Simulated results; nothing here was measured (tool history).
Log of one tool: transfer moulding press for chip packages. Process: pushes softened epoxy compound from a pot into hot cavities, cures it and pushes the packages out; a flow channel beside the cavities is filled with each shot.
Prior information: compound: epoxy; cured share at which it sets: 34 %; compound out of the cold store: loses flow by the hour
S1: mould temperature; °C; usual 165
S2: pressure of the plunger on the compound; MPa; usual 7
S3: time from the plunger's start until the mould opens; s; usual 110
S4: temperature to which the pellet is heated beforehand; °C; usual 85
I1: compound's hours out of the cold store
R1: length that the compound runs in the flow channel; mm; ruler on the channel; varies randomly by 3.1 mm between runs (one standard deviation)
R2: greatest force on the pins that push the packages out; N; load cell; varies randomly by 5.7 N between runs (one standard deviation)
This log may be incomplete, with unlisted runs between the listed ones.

Run 1, hour 0: usual settings; I1 24.1. Result: R1 815 mm, R2 218 N.
Run 2, hour 22.8: usual settings but S1 164 °C; I1 10.6. Result: R1 867 mm, R2 266 N.
Run 3, hour 75.9: usual settings but S1 164 °C; I1 27.8. Result: R1 809 mm, R2 313 N.
At hour 93.4: cavities cleaned with cleaning compound and waxed.
Run 4, hour 110.3: usual settings but S1 164 °C; I1 18.6. Result: R1 831 mm, R2 389 N.
Run 5, hour 142.7: usual settings; I1 14.2. Result: R1 832 mm, R2 370 N.
Run 6, hour 179.7: usual settings; I1 42.1. Result: R1 751 mm, R2 360 N.
At hour 199.1: cavities cleaned with cleaning compound and waxed.
Run 7, hour 207.3: usual settings; I1 47.3. Result: R1 737 mm, R2 201 N.
Run 8, hour 248.3: usual settings; I1 11.6. Result: R1 838 mm, R2 268 N.
Run 9, hour 283.3: usual settings but S1 157 °C; I1 39.2. Result: R1 790 mm, R2 450 N.
At hour 304.2: cavities cleaned with cleaning compound and waxed.
At hour 307.8: cavities cleaned with cleaning compound and waxed, once more.
Run 10, hour 323.1: usual settings but S2 5.54 MPa; I1 31.2. Result: R1 692 mm, R2 226 N.
Run 11, hour 359.3: usual settings but S2 5.54 MPa; I1 37.6. Result: R1 672 mm, R2 244 N.
Run 12, hour 390: usual settings but S2 5.54 MPa; I1 44.2. Result: R1 656 mm, R2 281 N.
At hour 396: plunger's sealing rings changed.
At hour 415.6: cavities cleaned with cleaning compound and waxed.
Run 13, hour 441.1: usual settings but S1 170 °C, S2 5.54 MPa; I1 14.8. Result: R1 743 mm, R2 204 N.
Run 14, hour 470.2: usual settings but S1 170 °C, S2 5.54 MPa; I1 22.2. Result: R1 720 mm, R2 237 N.
Run 15, hour 501.4: usual settings but S3 113 s, S4 91 °C; I1 20.7. Result: R1 830 mm, R2 273 N.
At hour 522.6: cavities cleaned with cleaning compound and waxed.
Run 16, hour 538.1: usual settings but S1 173 °C, S4 76 °C; I1 17.7. Result: R1 806 mm, R2 192 N.
Run 17, hour 568: usual settings but S1 173 °C, S4 76 °C; I1 11.4. Result: R1 827 mm, R2 228 N.
Run 18, hour 620.6: usual settings but S1 173 °C, S4 76 °C; I1 10.2. Result: R1 823 mm, R2 257 N.
At hour 631.3: cavities cleaned with cleaning compound and waxed.
Run 19, hour 666.1: usual settings but S1 166 °C, S2 6.59 MPa, S3 148 s, S4 84 °C; I1 43.6. Result: R1 721 mm, R2 201 N.
Run 20, hour 712: usual settings but S1 166 °C, S2 7.1 MPa, S3 148 s, S4 77 °C; I1 39.4. Result: R1 763 mm, R2 233 N.
At hour 738: cavities cleaned with cleaning compound and waxed.
Run 21, hour 762.3: usual settings but S1 166 °C, S2 7.31 MPa, S3 148 s, S4 88 °C; I1 13.5. Result: R1 859 mm, R2 204 N.
Run 22, hour 806: usual settings but S1 166 °C, S2 7.31 MPa, S3 148 s, S4 76 °C; I1 23.8. Result: R1 819 mm, R2 238 N.
Run 23, hour 837.8: usual settings but S4 89 °C; I1 42.2. Result: R1 743 mm, R2 288 N.
At hour 844.2: cavities cleaned with cleaning compound and waxed.
Run 24, hour 890.1: usual settings but S2 8.58 MPa, S4 80 °C; I1 36.7. Result: R1 836 mm, R2 255 N.
Run 25, hour 913.9: usual settings but S2 8.58 MPa, S4 80 °C; I1 39.4. Result: R1 830 mm, R2 279 N.
At hour 947.4: mould's thermocouples calibrated.
At hour 952.7: cavities cleaned with cleaning compound and waxed.
At hour 963: plunger's sealing rings changed.
Run 26, hour 966.1: usual settings but S2 8.58 MPa, S3 109 s, S4 80 °C; I1 34.6. Result: R1 881 mm, R2 218 N.
Run 27, hour 996.7: usual settings but S1 166 °C, S3 132 s; I1 32. Result: R1 796 mm, R2 220 N.

Hidden state or all else? Some run-to-run changes of R1, split into what the settings, what came in and random variation would give without the hidden state, and what is left for the hidden state (with any gauge scatter that isn't in both results):
What the log doesn't record here: true mould temperature over the reading, C; pressure that reaches the compound, % of what is set; grip of the stained cavities, % over clean ones'; drift of the gauge itself on flow_mm, %; drift of the gauge itself on push_out_n, %.
Run 12 -> 13: S1 165 -> 170, plunger's sealing rings changed, cavities cleaned with cleaning compound and waxed. R1 +87 mm: hidden state +21, all else +66.
Run 14 -> 15: S1 170 -> 165, S2 5.54 -> 7, S3 110 -> 113, S4 85 -> 91. R1 +110 mm: hidden state -2, all else +112.
Run 18 -> 19: S1 173 -> 166, S2 7 -> 6.59, S3 110 -> 148, S4 76 -> 84, cavities cleaned with cleaning compound and waxed. R1 -102 mm: hidden state +0, all else -102.
Run 25 -> 26: S3 110 -> 109, mould's thermocouples calibrated, cavities cleaned with cleaning compound and waxed, plunger's sealing rings changed. R1 +51 mm: hidden state +31, all else +20.
